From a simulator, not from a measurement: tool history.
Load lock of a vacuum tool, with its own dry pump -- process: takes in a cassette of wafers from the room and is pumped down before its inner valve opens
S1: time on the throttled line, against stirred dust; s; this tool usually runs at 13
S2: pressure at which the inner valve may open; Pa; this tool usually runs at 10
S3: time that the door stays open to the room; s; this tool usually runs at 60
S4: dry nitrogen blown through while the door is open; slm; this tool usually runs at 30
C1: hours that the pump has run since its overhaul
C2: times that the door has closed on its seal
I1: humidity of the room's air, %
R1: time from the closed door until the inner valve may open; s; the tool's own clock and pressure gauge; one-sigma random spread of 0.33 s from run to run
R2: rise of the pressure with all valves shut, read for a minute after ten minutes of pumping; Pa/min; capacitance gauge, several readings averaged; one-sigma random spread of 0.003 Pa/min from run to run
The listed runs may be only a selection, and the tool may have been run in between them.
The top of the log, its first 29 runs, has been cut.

run,hour,S1,S2,S3,S4,C1,C2,I1,R1,R2
30,3259.1,15,10,60,30,3740,22727,44.4,24.5,0.36
31,3354.9,25,10,60,10,3836,22976,46.1,33.4,0.381
32,3478.9,10,15,60,14,3960,23298,42.7,20.5,0.381
33,3601.3,19,8,60,12,4082,23616,44.5,28.1,0.399
34,3691.5,24,14,121,29,4172,23850,43.5,31.9,0.4
35,3757.5,24,14,121,29,4238,24021,48.9,32.4,0.416
36,3843,11,10,60,4,4324,24243,45.1,21.4,0.418
37,3911.6,11,10,60,39,4392,24421,46.7,21.8,0.387

4 ways to go on from here, each from the tool as it stands after run 37. What would each give?
A,4013.8,11,10,60,25,4495,24687,47,?,?
B,4013.8,11,10,60,9,4495,24687,43.5,?,?
C,4013.8,12,10,60,30,4495,24687,46.4,?,?
D,4013.8,13,10,67,30,4495,24687,42.9,?,?

run,R1,R2
A,21.8,0.398
B,22.4,0.419
C,22.8,0.395
D,23.3,0.393
Had the tool no hidden state, the same runs would have come out as:
run,R1,R2
A,21.1,0.054
B,21.7,0.067
C,22,0.052
D,22.6,0.052
